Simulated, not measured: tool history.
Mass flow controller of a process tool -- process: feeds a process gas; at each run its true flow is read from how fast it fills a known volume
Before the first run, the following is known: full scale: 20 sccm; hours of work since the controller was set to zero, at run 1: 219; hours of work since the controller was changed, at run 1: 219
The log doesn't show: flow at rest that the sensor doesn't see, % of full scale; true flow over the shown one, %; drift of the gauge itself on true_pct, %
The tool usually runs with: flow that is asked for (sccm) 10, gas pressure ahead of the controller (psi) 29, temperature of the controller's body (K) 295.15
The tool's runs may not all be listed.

run,hour,flow that is asked for (sccm),gas pressure ahead of the controller (psi),temperature of the controller's body (K),hours of work since the controller was set to zero,hours of work since the controller was changed,true flow (%)
1,0,10,29,295.15,219,219,99.04
2,175.1,10,29,295.15,276,276,99.11
3,368.9,10,29,295.15,340,340,99.28
4,482.6,10,29,299.15,378,378,98.89
5,692,10,29,299.15,447,447,98.93
6,872.7,10,29,299.15,506,506,98.96
7,1048.8,10,29,299.15,565,565,98.95
8,1188.8,10,29,302.15,611,611,98.81
9,1344.6,9,29,295.15,662,662,99.27
10,1435.9,9,29,295.15,692,692,99.39
11,1599.1,9,35.4,295.15,746,746,99.74
12,1795.8,6,30.3,297.15,811,811,99.13
13,1923.8,6,34.7,303.15,853,853,98.84
14,2140.5,3,29,300.15,925,925,99.5
15,2303.2,7,29.4,305.15,978,978,98.61

What if the next run were any one of these 4? Each begins from the tool's condition after run 15:
A,2521.1,11,33.2,308.15,1050,1050,?
B,2521.1,8,21.3,307.15,1050,1050,?
C,2521.1,5,40.5,305.15,1050,1050,?
D,2521.1,3,24.5,305.15,1050,1050,?

run,true flow (%)
A,98.92
B,98.31
C,99.26
D,99.2
Had the tool no hidden state, the same runs would have come out as:
run,true flow (%)
A,98.04
B,97.21
C,97.67
D,96.73
